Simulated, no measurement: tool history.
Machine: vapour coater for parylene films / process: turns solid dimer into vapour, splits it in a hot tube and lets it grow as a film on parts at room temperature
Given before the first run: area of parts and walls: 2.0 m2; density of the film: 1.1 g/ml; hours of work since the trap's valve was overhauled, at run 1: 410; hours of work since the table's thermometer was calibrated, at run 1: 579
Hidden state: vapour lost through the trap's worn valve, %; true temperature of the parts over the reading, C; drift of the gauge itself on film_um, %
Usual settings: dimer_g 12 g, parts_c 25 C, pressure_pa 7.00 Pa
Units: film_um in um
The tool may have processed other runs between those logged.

run	day	dimer_g	parts_c	pressure_pa	hours of work since the trap's valve was overhauled	hours of work since the table's thermometer was calibrated	film_um
1	0.000	12	25	7.00	410	579	3.20
2	1.496	12	25	7.00	438	606	3.16
3	2.521	12	25	7.00	457	625	3.10
4	4.400	12	25	7.00	491	660	3.11
5	5.617	12	25	7.00	514	682	3.11
6	7.379	12	25	7.00	546	715	3.07
7	8.312	18	25	7.00	564	732	4.60
8	9.329	18	25	7.00	582	751	4.64
# day 9.996: trap's valve overhauled
9	10.450	18	18	7.00	8	769	5.05
10	11.633	12	29	7.00	30	790	2.81
11	13.167	12	25	7.00	59	819	2.97
# day 13.912: table's thermometer calibrated
12	14.700	12	25	7.00	86	15	2.90
13	15.717	12	25	10.27	105	33	2.69
14	16.900	12	25	10.27	127	55	2.65
15	18.288	12	25	10.27	152	81	2.70
16	19.721	12	25	7.00	179	107	2.87
17	20.883	12	25	7.00	200	129	2.83
# day 21.908: trap's valve overhauled, once more
18	22.667	12	25	7.00	14	159	3.46
19	24.462	19	21	2.46	47	192	7.13
20	25.733	19	21	5.31	71	215	6.08
21	26.712	19	35	5.31	89	233	4.79
22	28.462	6	35	2.22	121	266	1.83
23	30.050	8	24	2.22	150	295	2.84
24	31.383	12	20	7.00	175	320	3.66
25	33.233	12	20	7.00	209	354	3.60
26	34.554	6	23	2.17	234	378	2.12
27	36.638	21	35	3.33	272	417	5.72
28	38.004	21	35	3.33	297	442	5.72
29	40.004	12	25	7.00	334	479	3.22
30	40.888	19	24	2.93	351	495	6.20
31	41.871	19	24	2.93	369	513	6.12
32	43.400	5	28	7.00	397	542	1.27
33	44.612	5	28	7.00	419	564	1.29
34	46.379	7	20	2.14	452	597	2.56

5 ways to go on from here, each from the tool as it stands after run 34. What would each give?
A	47.729	5	25	4.39	477	621	?
B	47.729	12	25	4.58	477	621	?
C	47.729	7	22	2.14	477	621	?
D	47.729	5	20	2.14	477	621	?
E	47.729	11	18	2.14	477	621	?

run	film_um
A	1.42
B	3.41
C	2.44
D	1.81
E	4.10
Stripped of hidden state, with their random variation kept, the same runs would have yielded:
run	film_um
A	1.57
B	3.75
C	2.68
D	1.99
E	4.50
